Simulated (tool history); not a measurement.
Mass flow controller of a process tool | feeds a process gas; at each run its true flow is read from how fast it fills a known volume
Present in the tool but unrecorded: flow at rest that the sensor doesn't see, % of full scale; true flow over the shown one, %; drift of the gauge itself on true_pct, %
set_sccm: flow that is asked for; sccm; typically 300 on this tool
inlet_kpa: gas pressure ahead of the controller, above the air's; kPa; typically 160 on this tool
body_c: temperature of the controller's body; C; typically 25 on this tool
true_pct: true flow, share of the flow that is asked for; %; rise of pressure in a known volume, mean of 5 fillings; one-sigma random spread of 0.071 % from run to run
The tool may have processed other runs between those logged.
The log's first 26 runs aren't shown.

| run | hour | set_sccm | inlet_kpa | body_c | hours of work since the controller was set to zero | hours of work since the controller was changed | true_pct |
|---|---|---|---|---|---|---|---|
| 27 | 3061.5 | 300 | 160 | 21 | 3307 | 3307 | 99.42 |
| 28 | 3188.4 | 300 | 160 | 21 | 3391 | 3391 | 99.48 |
| 29 | 3302.3 | 319 | 159 | 28 | 3465 | 3465 | 100.12 |
| 30 | 3403.0 | 319 | 159 | 28 | 3531 | 3531 | 100.15 |
| 31 | 3531.3 | 489 | 198 | 28 | 3615 | 3615 | 100.23 |
| 32 | 3695.2 | 405 | 198 | 20 | 3723 | 3723 | 99.36 |
| 33 | 3790.1 | 233 | 160 | 26 | 3785 | 3785 | 99.74 |
| 34 | 3950.2 | 233 | 160 | 26 | 3890 | 3890 | 99.80 |
| 35 | 4028.1 | 51 | 192 | 37 | 3941 | 3941 | 100.57 |
| 36 | 4117.4 | 94 | 186 | 22 | 4000 | 4000 | 99.26 |
| 37 | 4207.5 | 94 | 186 | 22 | 4059 | 4059 | 99.11 |
| 38 | 4343.5 | 368 | 160 | 30 | 4148 | 4148 | 100.42 |
| 39 | 4441.7 | 325 | 259 | 30 | 4212 | 4212 | 100.08 |
| 40 | 4529.7 | 325 | 259 | 30 | 4270 | 4270 | 100.01 |
| 41 | 4668.1 | 325 | 259 | 30 | 4361 | 4361 | 100.07 |
| 42 | 4838.9 | 179 | 259 | 38 | 4473 | 4473 | 100.61 |
| 43 | 5006.5 | 179 | 252 | 22 | 4582 | 4582 | 99.15 |
| 44 | 5105.7 | 473 | 246 | 22 | 4647 | 4647 | 99.58 |
| 45 | 5228.1 | 114 | 165 | 28 | 4728 | 4728 | 99.82 |
| 46 | 5363.2 | 114 | 165 | 28 | 4816 | 4816 | 99.74 |
| 47 | 5463.4 | 300 | 241 | 20 | 4882 | 4882 | 99.32 |

Below are 4 alternative next runs, each starting from the tool's condition after run 47. Predict each:
| A | 5539.0 | 300 | 180 | 20 | 4932 | 4932 | ? |
| B | 5539.0 | 300 | 160 | 33 | 4932 | 4932 | ? |
| C | 5539.0 | 58 | 222 | 25 | 4932 | 4932 | ? |
| D | 5539.0 | 83 | 171 | 20 | 4932 | 4932 | ? |

| run | true_pct |
|---|---|
| A | 99.35 |
| B | 100.64 |
| C | 99.37 |
| D | 99.16 |
Stripped of hidden state, with their random variation kept, the same runs would have yielded:
| run | true_pct |
|---|---|
| A | 99.37 |
| B | 100.66 |
| C | 99.36 |
| D | 99.16 |
